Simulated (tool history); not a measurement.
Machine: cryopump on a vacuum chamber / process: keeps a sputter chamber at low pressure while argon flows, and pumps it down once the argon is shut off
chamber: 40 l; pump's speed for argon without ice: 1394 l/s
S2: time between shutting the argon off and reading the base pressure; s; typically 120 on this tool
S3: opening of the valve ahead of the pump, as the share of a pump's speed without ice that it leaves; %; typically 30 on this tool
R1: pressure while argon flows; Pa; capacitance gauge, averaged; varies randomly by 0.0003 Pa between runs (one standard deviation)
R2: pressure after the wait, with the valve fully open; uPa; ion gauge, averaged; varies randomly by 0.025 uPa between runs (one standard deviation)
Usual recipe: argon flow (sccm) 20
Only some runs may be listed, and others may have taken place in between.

run 1 hour=0 | argon_flow_(sccm)=20 S2=120 S3=30 | R1=0.0838 R2=3.58
run 2 hour=76.4 | argon_flow_(sccm)=20 S2=120 S3=30 | R1=0.0842 R2=3.56
run 3 hour=157.2 | argon_flow_(sccm)=20 S2=120 S3=30 | R1=0.0842 R2=3.67
run 4 hour=230.5 | argon_flow_(sccm)=20 S2=120 S3=30 | R1=0.0846 R2=3.65
run 5 hour=287.8 | argon_flow_(sccm)=20 S2=120 S3=30 | R1=0.0846 R2=3.73
run 6 hour=334.4 | argon_flow_(sccm)=20 S2=120 S3=19 | R1=0.1315 R2=3.86
run 7 hour=415.6 | argon_flow_(sccm)=20 S2=120 S3=19 | R1=0.132 R2=3.98
run 8 hour=474.2 | argon_flow_(sccm)=17 S2=120 S3=30 | R1=0.0723 R2=3.97
-- hour=491.1 leaking fittings of the chamber tightened, without venting
run 9 hour=551.2 | argon_flow_(sccm)=17 S2=120 S3=30 | R1=0.0728 R2=1.18
run 10 hour=630.7 | argon_flow_(sccm)=17 S2=120 S3=30 | R1=0.0727 R2=1.21
run 11 hour=666.2 | argon_flow_(sccm)=17 S2=120 S3=30 | R1=0.0736 R2=1.25
run 12 hour=727 | argon_flow_(sccm)=17 S2=120 S3=30 | R1=0.073 R2=1.24
-- hour=740.5 pump warmed up, emptied and cooled again
run 13 hour=814.1 | argon_flow_(sccm)=17 S2=106 S3=30 | R1=0.07 R2=1.29
run 14 hour=860.9 | argon_flow_(sccm)=17 S2=106 S3=30 | R1=0.07 R2=1.34
run 15 hour=894.6 | argon_flow_(sccm)=17 S2=106 S3=30 | R1=0.07 R2=1.34
run 16 hour=970.7 | argon_flow_(sccm)=20 S2=97 S3=30 | R1=0.0826 R2=1.47
run 17 hour=1023.6 | argon_flow_(sccm)=20 S2=97 S3=39 | R1=0.0641 R2=1.44
run 18 hour=1057.8 | argon_flow_(sccm)=9 S2=120 S3=57 | R1=0.0203 R2=1.38
run 19 hour=1136.1 | argon_flow_(sccm)=9 S2=120 S3=57 | R1=0.0201 R2=1.37
run 20 hour=1185.2 | argon_flow_(sccm)=20 S2=25 S3=57 | R1=0.0447 R2=4.36
run 21 hour=1236.1 | argon_flow_(sccm)=11 S2=107 S3=30 | R1=0.046 R2=1.47
run 22 hour=1273.3 | argon_flow_(sccm)=11 S2=107 S3=30 | R1=0.0454 R2=1.57
run 23 hour=1351.7 | argon_flow_(sccm)=20 S2=47 S3=34 | R1=0.0749 R2=2.68
run 24 hour=1413.6 | argon_flow_(sccm)=18 S2=59 S3=47 | R1=0.0493 R2=2.39
run 25 hour=1496.8 | argon_flow_(sccm)=25 S2=35 S3=20 | R1=0.1556 R2=3.42
run 26 hour=1534.8 | argon_flow_(sccm)=25 S2=35 S3=20 | R1=0.1555 R2=3.58
run 27 hour=1606.9 | argon_flow_(sccm)=25 S2=35 S3=20 | R1=0.1565 R2=3.67
run 28 hour=1654.4 | argon_flow_(sccm)=25 S2=35 S3=20 | R1=0.1569 R2=3.54
run 29 hour=1735.8 | argon_flow_(sccm)=25 S2=35 S3=20 | R1=0.1572 R2=3.59
run 30 hour=1805.5 | argon_flow_(sccm)=24 S2=203 S3=28 | R1=0.1094 R2=1.42
run 31 hour=1848.1 | argon_flow_(sccm)=24 S2=203 S3=28 | R1=0.1105 R2=1.5
run 32 hour=1890.1 | argon_flow_(sccm)=15 S2=123 S3=40 | R1=0.0486 R2=1.81
run 33 hour=1947.6 | argon_flow_(sccm)=8 S2=178 S3=30 | R1=0.0347 R2=1.6

Below are 3 alternative next runs, each starting from the tool's condition after run 33. Predict each:
run A hour=1990.8 | argon_flow_(sccm)=26 S2=178 S3=45 | R1=? R2=?
run B hour=1990.8 | argon_flow_(sccm)=25 S2=117 S3=49 | R1=? R2=?
run C hour=1990.8 | argon_flow_(sccm)=39 S2=220 S3=30 | R1=? R2=?

run=A R1=0.077 R2=1.63
run=B R1=0.0694 R2=1.94
run=C R1=0.1678 R2=1.62
Stripped of hidden state, with their random variation kept, the same runs would have yielded:
run=A R1=0.0699 R2=0.73
run=B R1=0.0627 R2=1.03
run=C R1=0.1572 R2=0.69
